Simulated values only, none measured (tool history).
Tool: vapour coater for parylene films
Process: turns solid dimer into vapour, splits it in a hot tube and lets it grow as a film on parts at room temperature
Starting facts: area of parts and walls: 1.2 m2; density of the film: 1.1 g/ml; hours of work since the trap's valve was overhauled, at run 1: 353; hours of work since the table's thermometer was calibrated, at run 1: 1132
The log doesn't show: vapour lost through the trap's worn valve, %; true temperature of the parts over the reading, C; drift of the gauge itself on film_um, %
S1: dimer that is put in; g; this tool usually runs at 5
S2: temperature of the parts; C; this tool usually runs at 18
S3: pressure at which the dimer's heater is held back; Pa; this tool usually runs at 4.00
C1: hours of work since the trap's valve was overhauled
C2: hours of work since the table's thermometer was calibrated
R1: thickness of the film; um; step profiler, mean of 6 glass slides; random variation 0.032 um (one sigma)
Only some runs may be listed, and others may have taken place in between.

{"run": 1, "day": 0.0, "S1": 5, "S2": 18, "S3": 4.0, "C1": 353, "C2": 1132, "R1": 2.75}
{"run": 2, "day": 1.133, "S1": 5, "S2": 18, "S3": 4.0, "C1": 369, "C2": 1148, "R1": 2.66}
{"run": 3, "day": 2.562, "S1": 5, "S2": 18, "S3": 4.0, "C1": 389, "C2": 1168, "R1": 2.7}
{"run": 4, "day": 4.146, "S1": 5, "S2": 18, "S3": 4.0, "C1": 411, "C2": 1190, "R1": 2.58}
{"run": 5, "day": 5.85, "S1": 5, "S2": 18, "S3": 4.0, "C1": 435, "C2": 1214, "R1": 2.6}
{"run": 6, "day": 7.162, "S1": 5, "S2": 13, "S3": 4.0, "C1": 454, "C2": 1233, "R1": 3.22}
{"day": 8.433, "done": "table's thermometer calibrated"}
{"run": 7, "day": 8.483, "S1": 5, "S2": 18, "S3": 4.0, "C1": 472, "C2": 1, "R1": 2.53}
{"day": 10.221, "done": "trap's valve overhauled"}
{"run": 8, "day": 10.388, "S1": 5, "S2": 18, "S3": 4.0, "C1": 2, "C2": 25, "R1": 2.86}
{"run": 9, "day": 11.283, "S1": 5, "S2": 18, "S3": 4.0, "C1": 15, "C2": 38, "R1": 2.93}
{"day": 12.675, "done": "table's thermometer calibrated, once more"}
{"run": 10, "day": 13.246, "S1": 5, "S2": 18, "S3": 3.52, "C1": 42, "C2": 8, "R1": 3.12}
{"run": 11, "day": 14.342, "S1": 5, "S2": 18, "S3": 4.0, "C1": 57, "C2": 23, "R1": 3.05}
{"run": 12, "day": 16.012, "S1": 5, "S2": 18, "S3": 4.0, "C1": 81, "C2": 47, "R1": 3.05}
{"run": 13, "day": 17.612, "S1": 5, "S2": 18, "S3": 4.0, "C1": 103, "C2": 69, "R1": 2.95}
{"run": 14, "day": 19.246, "S1": 5, "S2": 18, "S3": 4.0, "C1": 126, "C2": 92, "R1": 2.94}
{"run": 15, "day": 20.254, "S1": 6, "S2": 18, "S3": 4.0, "C1": 141, "C2": 107, "R1": 3.55}
{"run": 16, "day": 22.179, "S1": 5, "S2": 18, "S3": 4.0, "C1": 168, "C2": 134, "R1": 2.92}
{"run": 17, "day": 23.617, "S1": 5, "S2": 18, "S3": 4.0, "C1": 188, "C2": 154, "R1": 2.92}
{"run": 18, "day": 25.171, "S1": 5, "S2": 18, "S3": 4.0, "C1": 210, "C2": 176, "R1": 2.92}
{"run": 19, "day": 26.754, "S1": 5, "S2": 18, "S3": 4.0, "C1": 232, "C2": 198, "R1": 2.86}
{"run": 20, "day": 27.942, "S1": 5, "S2": 18, "S3": 9.24, "C1": 249, "C2": 215, "R1": 2.42}
{"run": 21, "day": 29.954, "S1": 5, "S2": 18, "S3": 9.24, "C1": 277, "C2": 243, "R1": 2.39}
{"run": 22, "day": 31.433, "S1": 5, "S2": 18, "S3": 9.24, "C1": 298, "C2": 264, "R1": 2.42}
{"run": 23, "day": 32.538, "S1": 4, "S2": 18, "S3": 9.24, "C1": 313, "C2": 280, "R1": 1.88}
{"run": 24, "day": 34.175, "S1": 5, "S2": 18, "S3": 4.0, "C1": 336, "C2": 303, "R1": 2.8}
{"run": 25, "day": 36.108, "S1": 7, "S2": 25, "S3": 2.23, "C1": 364, "C2": 330, "R1": 3.14}
{"run": 26, "day": 37.625, "S1": 7, "S2": 25, "S3": 2.23, "C1": 385, "C2": 351, "R1": 3.05}
{"run": 27, "day": 38.596, "S1": 2, "S2": 20, "S3": 6.48, "C1": 399, "C2": 365, "R1": 0.9}
{"run": 28, "day": 40.675, "S1": 5, "S2": 18, "S3": 3.15, "C1": 428, "C2": 394, "R1": 2.84}
{"run": 29, "day": 42.733, "S1": 5, "S2": 18, "S3": 3.15, "C1": 457, "C2": 423, "R1": 2.79}
{"run": 30, "day": 44.183, "S1": 5, "S2": 18, "S3": 3.15, "C1": 477, "C2": 443, "R1": 2.73}
{"day": 45.4, "done": "trap's valve overhauled"}
{"run": 31, "day": 46.392, "S1": 5, "S2": 18, "S3": 4.0, "C1": 14, "C2": 472, "R1": 3.02}
{"run": 32, "day": 47.758, "S1": 7, "S2": 18, "S3": 4.0, "C1": 33, "C2": 491, "R1": 4.17}
{"run": 33, "day": 48.829, "S1": 2, "S2": 12, "S3": 9.89, "C1": 48, "C2": 506, "R1": 1.37}
{"run": 34, "day": 50.633, "S1": 2, "S2": 22, "S3": 4.0, "C1": 74, "C2": 532, "R1": 0.98}
{"run": 35, "day": 52.104, "S1": 4, "S2": 17, "S3": 4.73, "C1": 94, "C2": 552, "R1": 2.41}
{"run": 36, "day": 53.688, "S1": 4, "S2": 17, "S3": 4.73, "C1": 117, "C2": 575, "R1": 2.38}
{"run": 37, "day": 55.779, "S1": 4, "S2": 17, "S3": 4.73, "C1": 146, "C2": 604, "R1": 2.36}
{"run": 38, "day": 57.554, "S1": 3, "S2": 17, "S3": 4.73, "C1": 171, "C2": 629, "R1": 1.76}
{"run": 39, "day": 59.675, "S1": 5, "S2": 23, "S3": 4.62, "C1": 201, "C2": 659, "R1": 2.18}
{"run": 40, "day": 61.821, "S1": 5, "S2": 23, "S3": 4.62, "C1": 231, "C2": 689, "R1": 2.16}
{"run": 41, "day": 63.462, "S1": 5, "S2": 18, "S3": 5.92, "C1": 254, "C2": 712, "R1": 2.64}
{"run": 42, "day": 64.892, "S1": 5, "S2": 18, "S3": 5.92, "C1": 274, "C2": 732, "R1": 2.62}
{"run": 43, "day": 66.896, "S1": 5, "S2": 25, "S3": 8.16, "C1": 303, "C2": 761, "R1": 1.72}
{"run": 44, "day": 68.008, "S1": 7, "S2": 18, "S3": 3.27, "C1": 318, "C2": 776, "R1": 4.01}
{"run": 45, "day": 69.525, "S1": 3, "S2": 18, "S3": 2.65, "C1": 339, "C2": 798, "R1": 1.76}
{"run": 46, "day": 71.404, "S1": 2, "S2": 18, "S3": 5.56, "C1": 366, "C2": 824, "R1": 1.04}
{"run": 47, "day": 73.492, "S1": 3, "S2": 13, "S3": 11.09, "C1": 395, "C2": 853, "R1": 1.64}

Difference, measured minus no-hidden-state, one row per run. Run-to-run variation is common to both terms; the gauge's own scatter need not be:
run=1 R1=-0.38
run=2 R1=-0.40
run=3 R1=-0.42
run=4 R1=-0.43
run=5 R1=-0.46
run=6 R1=-0.45
run=7 R1=-0.50
run=8 R1=-0.14
run=9 R1=-0.15
run=10 R1=-0.03
run=11 R1=-0.05
run=12 R1=-0.06
run=13 R1=-0.09
run=14 R1=-0.10
run=15 R1=-0.15
run=16 R1=-0.14
run=17 R1=-0.15
run=18 R1=-0.18
run=19 R1=-0.20
run=20 R1=-0.18
run=21 R1=-0.20
run=22 R1=-0.22
run=23 R1=-0.18
run=24 R1=-0.28
run=25 R1=-0.35
run=26 R1=-0.36
run=27 R1=-0.11
run=28 R1=-0.39
run=29 R1=-0.41
run=30 R1=-0.42
run=31 R1=-0.05
run=32 R1=-0.09
run=33 R1=-0.04
run=34 R1=-0.04
run=35 R1=-0.09
run=36 R1=-0.11
run=37 R1=-0.13
run=38 R1=-0.11
run=39 R1=-0.16
run=40 R1=-0.18
run=41 R1=-0.24
run=42 R1=-0.25
run=43 R1=-0.18
run=44 R1=-0.44
run=45 R1=-0.21
run=46 R1=-0.13
run=47 R1=-0.23

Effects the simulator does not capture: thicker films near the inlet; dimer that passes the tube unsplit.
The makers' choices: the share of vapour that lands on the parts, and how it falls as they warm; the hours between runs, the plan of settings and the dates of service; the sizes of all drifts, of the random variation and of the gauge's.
